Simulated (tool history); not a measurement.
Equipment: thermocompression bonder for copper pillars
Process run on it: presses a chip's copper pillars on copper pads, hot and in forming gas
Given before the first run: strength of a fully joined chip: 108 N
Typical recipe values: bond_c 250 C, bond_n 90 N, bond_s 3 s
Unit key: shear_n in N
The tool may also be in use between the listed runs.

run	hour	bond_c	bond_n	bond_s	shear_n
1	0	250	90	3	47.7
2	21.3	257	90	3	53.3
3	37	257	90	3	51.6
4	56.2	257	90	3	50.1
5	75.7	257	90	3	51
6	84.9	257	90	3	49.9
7	95.6	257	90	3	50.8
8	105.1	257	90	2	43.5
9	114.3	250	72	3	41.3
10	132.2	250	90	3	45.6
11	150.4	250	90	3	46.8
12	168.2	250	90	3	46.5
13	177.5	272	89	3	58.9
14	193.2	272	89	3	58.6
# hour 201.7: forming gas filter changed
15	213.8	272	55	2	41.6
16	224.3	276	54	4	54.5
17	245.9	231	62	8	44.1
18	265.4	240	78	8	55.3
19	285.1	259	105	3	57.4
20	304.1	259	105	3	55.3
21	315.9	231	75	3	32.8
22	335.5	265	90	3	54.9
23	345	238	90	3	41.7
24	353.9	250	59	8	53.5

Selected run-to-run steps in shear_n, each split into two signed amounts: the part the tool would show with no hidden state at all (from settings, incoming material and random variation), and the remainder, which goes to the hidden state together with any gauge scatter not common to the measured and the hidden-state-free results:
Hidden state present: true temperature of the bond over the reading, C; force that reaches the chip, % of what is set; oxide that the forming gas leaves, % of the face; drift of the gauge itself on shear_n, %.
Run 14 -> 15: bond_n 89 -> 55, bond_s 3 -> 2, forming gas filter changed. shear_n -17 N: hidden state +3.4, all else -20.4.
Run 20 -> 21: bond_c 259 -> 231, bond_n 105 -> 75. shear_n -22.5 N: hidden state +0.9, all else -23.4.
Run 21 -> 22: bond_c 231 -> 265, bond_n 75 -> 90. shear_n +22.1 N: hidden state -1.1, all else +23.2.

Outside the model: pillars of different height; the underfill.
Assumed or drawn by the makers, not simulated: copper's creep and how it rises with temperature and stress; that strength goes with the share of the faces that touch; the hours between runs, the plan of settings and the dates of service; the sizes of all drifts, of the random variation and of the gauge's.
